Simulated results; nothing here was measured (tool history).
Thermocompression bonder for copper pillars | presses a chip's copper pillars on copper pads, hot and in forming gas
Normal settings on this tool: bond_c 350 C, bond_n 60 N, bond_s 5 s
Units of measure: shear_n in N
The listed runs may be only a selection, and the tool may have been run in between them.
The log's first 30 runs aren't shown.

run   hour  bond_c  bond_n  bond_s  hours of work since the heater was calibrated  hours of work since the force cell was calibrated  hours of work since the gas filter was changed  shear_n
 31  311.1     357      37       5                                            490                                                308                                             121     45.4
 32  325.1     357      37       5                                            501                                                318                                             132     45.2
 33  331.1     360      41       5                                            505                                                323                                             136     50.1
 34  343.3     332      82       4                                            515                                                332                                             145     57.6
     345.1  -- forming gas filter changed
 35  354.9     330      60       3                                            523                                                341                                               7     46.3
 36  368.8     330      60       3                                            534                                                351                                              18       45
 37  375.1     362      80       5                                            538                                                356                                              23     84.2
 38  386.3     362      80       5                                            547                                                364                                              31     84.5
 39    400     362      80       5                                            557                                                375                                              42     83.7
 40  407.3     357      60      11                                            563                                                380                                              47     86.8

Here are 4 independent what-if runs from the current tool condition. What would each one return?
  A  419.7     357      86      11                                            572                                                390                                              56        ?
  B  419.7     379      60      11                                            572                                                390                                              56        ?
  C  419.7     344      63       6                                            572                                                390                                              56        ?
  D  419.7     357      48      10                                            572                                                390                                              56        ?

run  shear_n
  A    105.4
  B     99.3
  C     66.8
  D     72.6
Stripped of hidden state, with their random variation kept, the same runs would have yielded:
run  shear_n
  A    111.3
  B    104.8
  C     71.2
  D     77.1

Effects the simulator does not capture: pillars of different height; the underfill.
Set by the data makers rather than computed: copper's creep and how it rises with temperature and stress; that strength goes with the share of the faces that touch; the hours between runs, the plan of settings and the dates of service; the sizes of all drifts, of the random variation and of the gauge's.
